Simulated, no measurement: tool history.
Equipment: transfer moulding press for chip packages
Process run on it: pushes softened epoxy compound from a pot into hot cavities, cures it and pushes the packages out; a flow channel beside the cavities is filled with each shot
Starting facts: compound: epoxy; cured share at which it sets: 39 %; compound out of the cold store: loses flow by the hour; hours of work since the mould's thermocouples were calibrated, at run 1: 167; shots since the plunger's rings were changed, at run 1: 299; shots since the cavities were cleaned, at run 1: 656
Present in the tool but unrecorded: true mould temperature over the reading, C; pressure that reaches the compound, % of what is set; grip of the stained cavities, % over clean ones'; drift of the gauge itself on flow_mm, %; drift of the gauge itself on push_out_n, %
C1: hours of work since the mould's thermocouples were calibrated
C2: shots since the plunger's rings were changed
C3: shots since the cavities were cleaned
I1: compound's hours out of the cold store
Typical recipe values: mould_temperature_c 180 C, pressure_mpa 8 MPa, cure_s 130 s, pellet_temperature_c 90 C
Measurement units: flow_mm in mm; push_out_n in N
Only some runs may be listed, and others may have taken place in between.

Run 1, hour 0: usual settings; C1 167; C2 299; C3 656; I1 44.7. Result: flow_mm 497 mm, push_out_n 661 N.
At hour 9.9: cavities cleaned with cleaning compound and waxed.
Run 2, hour 19.4: usual settings; C1 176; C2 430; C3 69; I1 42.8. Result: flow_mm 498 mm, push_out_n 423 N.
Run 3, hour 35: usual settings; C1 184; C2 544; C3 183; I1 11.6. Result: flow_mm 595 mm, push_out_n 532 N.
Run 4, hour 60.7: usual settings; C1 198; C2 733; C3 372; I1 16.4. Result: flow_mm 577 mm, push_out_n 627 N.
Run 5, hour 86.9: usual settings; C1 211; C2 925; C3 564; I1 33.9. Result: flow_mm 522 mm, push_out_n 653 N.
At hour 110.2: cavities cleaned with cleaning compound and waxed.
Run 6, hour 112.8: usual settings but cure_s 168 s; C1 224; C2 1104; C3 20; I1 10.7. Result: flow_mm 594 mm, push_out_n 323 N.
Run 7, hour 131.7: usual settings but mould_temperature_c 182 C; C1 234; C2 1241; C3 157; I1 8.7. Result: flow_mm 595 mm, push_out_n 496 N.
Run 8, hour 146.1: usual settings but mould_temperature_c 182 C; C1 241; C2 1347; C3 263; I1 19.2. Result: flow_mm 561 mm, push_out_n 536 N.
Run 9, hour 164.3: usual settings but mould_temperature_c 182 C; C1 251; C2 1480; C3 396; I1 35.6. Result: flow_mm 512 mm, push_out_n 563 N.
Run 10, hour 187.3: usual settings but mould_temperature_c 182 C; C1 263; C2 1649; C3 565; I1 39.6. Result: flow_mm 502 mm, push_out_n 604 N.
At hour 209.8: cavities cleaned with cleaning compound and waxed.
Run 11, hour 209.8: usual settings; C1 274; C2 1803; C3 0; I1 47.5. Result: flow_mm 481 mm, push_out_n 343 N.
Run 12, hour 227.5: usual settings; C1 283; C2 1932; C3 129; I1 17.1. Result: flow_mm 567 mm, push_out_n 495 N.
At hour 231.2: mould's thermocouples calibrated.
Run 13, hour 249.2: usual settings; C1 9; C2 2076; C3 273; I1 12.3. Result: flow_mm 584 mm, push_out_n 597 N.
Run 14, hour 265.4: usual settings; C1 18; C2 2195; C3 392; I1 43.1. Result: flow_mm 489 mm, push_out_n 589 N.
Run 15, hour 287.8: usual settings but mould_temperature_c 188 C, pressure_mpa 8.87 MPa, pellet_temperature_c 98 C; C1 29; C2 2359; C3 556; I1 17.9. Result: flow_mm 576 mm, push_out_n 529 N.
At hour 310.9: cavities cleaned with cleaning compound and waxed.
Run 16, hour 311.5: usual settings but cure_s 162 s; C1 41; C2 2522; C3 5; I1 24.5. Result: flow_mm 542 mm, push_out_n 309 N.
At hour 332.2: mould's thermocouples calibrated, once more.
Run 17, hour 340.7: usual settings but pressure_mpa 8.61 MPa, cure_s 137 s; C1 4; C2 2721; C3 204; I1 18.8. Result: flow_mm 579 mm, push_out_n 525 N.
Run 18, hour 353.9: usual settings but mould_temperature_c 178 C, pressure_mpa 7.42 MPa, cure_s 118 s, pellet_temperature_c 92 C; C1 11; C2 2817; C3 300; I1 22.9. Result: flow_mm 529 mm, push_out_n 825 N.
Run 19, hour 380: usual settings but mould_temperature_c 181 C; C1 25; C2 3009; C3 492; I1 33.4. Result: flow_mm 511 mm, push_out_n 607 N.
Run 20, hour 399.7: usual settings but mould_temperature_c 181 C, pressure_mpa 9.45 MPa, cure_s 149 s; C1 35; C2 3153; C3 636; I1 19.2. Result: flow_mm 599 mm, push_out_n 583 N.
At hour 412.7: cavities cleaned with cleaning compound and waxed.
At hour 420.1: plunger's sealing rings changed.
Run 21, hour 428: usual settings but mould_temperature_c 181 C, pressure_mpa 9.45 MPa, cure_s 149 s; C1 48; C2 58; C3 94; I1 25.8. Result: flow_mm 593 mm, push_out_n 394 N.
Run 22, hour 450.8: usual settings but mould_temperature_c 175 C, pressure_mpa 9.47 MPa, cure_s 117 s, pellet_temperature_c 81 C; C1 60; C2 225; C3 261; I1 22. Result: flow_mm 625 mm, push_out_n 1019 N.
Run 23, hour 470: usual settings but mould_temperature_c 177 C, cure_s 116 s; C1 70; C2 365; C3 401; I1 46.1. Result: flow_mm 496 mm, push_out_n 886 N.
Run 24, hour 496.3: usual settings but cure_s 118 s, pellet_temperature_c 99 C; C1 83; C2 558; C3 594; I1 29.3. Result: flow_mm 536 mm, push_out_n 793 N.
Run 25, hour 508.8: usual settings but cure_s 128 s; C1 90; C2 650; C3 686; I1 8.5. Result: flow_mm 603 mm, push_out_n 737 N.
At hour 515.3: cavities cleaned with cleaning compound and waxed.
Run 26, hour 536.7: usual settings but mould_temperature_c 183 C, pellet_temperature_c 89 C; C1 103; C2 842; C3 156; I1 38.4. Result: flow_mm 505 mm, push_out_n 431 N.
Run 27, hour 553.1: usual settings but mould_temperature_c 179 C; C1 112; C2 962; C3 276; I1 22.4. Result: flow_mm 556 mm, push_out_n 611 N.

Alternative continuations, all from the tool just after run 27; predict every row:
Run A, hour 572: usual settings but pellet_temperature_c 82 C; C1 122; C2 1101; C3 415; I1 27.1. Result: flow_mm ?, push_out_n ?.
Run B, hour 572: usual settings but mould_temperature_c 176 C, cure_s 111 s, pellet_temperature_c 98 C; C1 122; C2 1101; C3 415; I1 44.7. Result: flow_mm ?, push_out_n ?.
Run C, hour 572: usual settings but pellet_temperature_c 92 C; C1 122; C2 1101; C3 415; I1 45.9. Result: flow_mm ?, push_out_n ?.
Run D, hour 572: usual settings but mould_temperature_c 186 C, cure_s 146 s; C1 122; C2 1101; C3 415; I1 25.5. Result: flow_mm ?, push_out_n ?.
Run E, hour 572: usual settings but mould_temperature_c 182 C, cure_s 113 s, pellet_temperature_c 84 C; C1 122; C2 1101; C3 415; I1 15.3. Result: flow_mm ?, push_out_n ?.

run  flow_mm  push_out_n
  A      544         656
  B      497        1018
  C      486         604
  D      534         486
  E      572         751
With the hidden condition removed and each run's random variation left untouched, the same runs would have given:
run  flow_mm  push_out_n
  A      551         378
  B      504         583
  C      493         345
  D      542         278
  E      581         431

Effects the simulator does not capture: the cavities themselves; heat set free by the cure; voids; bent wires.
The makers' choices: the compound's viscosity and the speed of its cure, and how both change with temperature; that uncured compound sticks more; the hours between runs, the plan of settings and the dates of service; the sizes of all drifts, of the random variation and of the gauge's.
